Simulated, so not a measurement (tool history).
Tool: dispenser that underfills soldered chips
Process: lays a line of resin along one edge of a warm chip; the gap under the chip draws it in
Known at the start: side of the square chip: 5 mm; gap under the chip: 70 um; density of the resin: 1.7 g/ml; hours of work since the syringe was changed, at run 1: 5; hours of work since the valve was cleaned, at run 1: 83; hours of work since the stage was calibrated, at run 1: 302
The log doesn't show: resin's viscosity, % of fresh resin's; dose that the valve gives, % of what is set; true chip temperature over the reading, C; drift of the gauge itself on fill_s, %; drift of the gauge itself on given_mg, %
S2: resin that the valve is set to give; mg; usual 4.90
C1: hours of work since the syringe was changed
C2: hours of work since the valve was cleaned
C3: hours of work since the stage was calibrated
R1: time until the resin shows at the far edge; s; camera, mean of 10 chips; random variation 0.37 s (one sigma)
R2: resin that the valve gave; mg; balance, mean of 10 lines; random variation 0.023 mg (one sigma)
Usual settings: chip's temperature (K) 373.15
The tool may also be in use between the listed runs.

Run 1, hour 0.0: usual settings; C1 5; C2 83; C3 302. Result: R1 32.1 s, R2 4.59 mg.
At hour 1.7: new syringe of resin.
At hour 9.9: new syringe of resin.
Run 2, hour 11.9: usual settings; C1 2; C2 91; C3 310. Result: R1 26.2 s, R2 4.57 mg.
At hour 18.2: new syringe of resin.
Run 3, hour 24.0: usual settings but S2 4.51 mg; C1 4; C2 100; C3 319. Result: R1 31.5 s, R2 4.19 mg.
At hour 26.0: new syringe of resin.
At hour 34.0: new syringe of resin.
Run 4, hour 36.0: usual settings; C1 2; C2 109; C3 328. Result: R1 26.2 s, R2 4.53 mg.
At hour 41.9: new syringe of resin.
Run 5, hour 42.1: usual settings but chip's temperature (K) 377.15; C1 0; C2 113; C3 333. Result: R1 20.2 s, R2 4.51 mg.
Run 6, hour 48.7: usual settings but chip's temperature (K) 370.15; C1 5; C2 118; C3 338. Result: R1 36.0 s, R2 4.47 mg.
At hour 49.5: new syringe of resin.
Run 7, hour 54.1: usual settings but chip's temperature (K) 370.15; C1 3; C2 122; C3 342. Result: R1 32.8 s, R2 4.48 mg.
At hour 57.9: new syringe of resin.
At hour 60.9: dispensing valve cleaned and set on the balance.
Run 8, hour 65.2: usual settings; C1 5; C2 3; C3 349. Result: R1 31.3 s, R2 4.89 mg.
At hour 66.3: new syringe of resin.
Run 9, hour 71.5: usual settings; C1 4; C2 8; C3 354. Result: R1 30.3 s, R2 4.87 mg.
At hour 74.1: new syringe of resin.
At hour 82.0: new syringe of resin.
Run 10, hour 82.0: usual settings; C1 0; C2 15; C3 361. Result: R1 23.9 s, R2 4.81 mg.
At hour 89.6: new syringe of resin.
Run 11, hour 93.6: usual settings; C1 3; C2 24; C3 370. Result: R1 29.1 s, R2 4.81 mg.
At hour 97.5: new syringe of resin.
Run 12, hour 100.3: usual settings but chip's temperature (K) 358.15, S2 5.91 mg; C1 2; C2 29; C3 375. Result: R1 44.5 s, R2 5.74 mg.
At hour 104.9: new syringe of resin.
Run 13, hour 107.3: usual settings but chip's temperature (K) 358.15, S2 5.91 mg; C1 2; C2 34; C3 380. Result: R1 45.7 s, R2 5.71 mg.
At hour 112.8: new syringe of resin.
Run 14, hour 117.5: usual settings but chip's temperature (K) 379.15, S2 5.41 mg; C1 4; C2 42; C3 387. Result: R1 23.8 s, R2 5.25 mg.
At hour 120.1: new syringe of resin.
Run 15, hour 123.9: usual settings but chip's temperature (K) 374.15; C1 3; C2 46; C3 392. Result: R1 27.1 s, R2 4.71 mg.
At hour 127.8: new syringe of resin.
Run 16, hour 132.8: usual settings but chip's temperature (K) 362.15, S2 5.18 mg; C1 4; C2 53; C3 399. Result: R1 43.9 s, R2 5.01 mg.
At hour 135.3: new syringe of resin.
Run 17, hour 141.7: usual settings but chip's temperature (K) 385.15, S2 5.87 mg; C1 5; C2 60; C3 405. Result: R1 20.8 s, R2 5.59 mg.
At hour 142.8: new syringe of resin.
At hour 150.3: new syringe of resin.
Run 18, hour 152.5: usual settings but chip's temperature (K) 360.15, S2 4.50 mg; C1 2; C2 67; C3 413. Result: R1 44.2 s, R2 4.24 mg.
At hour 158.1: new syringe of resin.
Run 19, hour 158.9: usual settings but chip's temperature (K) 360.15, S2 4.50 mg; C1 1; C2 72; C3 418. Result: R1 39.3 s, R2 4.19 mg.
At hour 165.8: new syringe of resin.
Run 20, hour 170.7: usual settings but chip's temperature (K) 369.15, S2 4.50 mg; C1 4; C2 81; C3 427. Result: R1 35.1 s, R2 4.24 mg.
At hour 174.1: new syringe of resin.
Run 21, hour 178.9: usual settings but chip's temperature (K) 377.15, S2 5.71 mg; C1 4; C2 87; C3 433. Result: R1 25.2 s, R2 5.26 mg.
At hour 181.8: new syringe of resin.
Run 22, hour 184.5: usual settings but chip's temperature (K) 386.15, S2 4.39 mg; C1 2; C2 91; C3 437. Result: R1 18.4 s, R2 4.11 mg.

Forecast each of these 4 alternatives for the next run:
At hour 190.0: new syringe of resin.
Run A, hour 192.5: usual settings but chip's temperature (K) 378.15, S2 5.09 mg; C1 2; C2 97; C3 443. Result: R1 ?, R2 ?.
At hour 190.0: new syringe of resin.
Run B, hour 192.5: usual settings but chip's temperature (K) 369.15, S2 5.52 mg; C1 2; C2 97; C3 443. Result: R1 ?, R2 ?.
At hour 190.0: new syringe of resin.
Run C, hour 192.5: usual settings but chip's temperature (K) 380.15, S2 4.93 mg; C1 2; C2 97; C3 443. Result: R1 ?, R2 ?.
At hour 190.0: new syringe of resin.
Run D, hour 192.5: usual settings but chip's temperature (K) 379.15, S2 4.78 mg; C1 2; C2 97; C3 443. Result: R1 ?, R2 ?.

run    R1    R2
  A  23.1  4.76
  B  31.7  5.07
  C  22.0  4.56
  D  22.2  4.43
Without the tool's hidden state the same runs would have given:
run    R1    R2
  A  18.6  5.14
  B  25.5  5.48
  C  17.7  4.92
  D  17.8  4.78
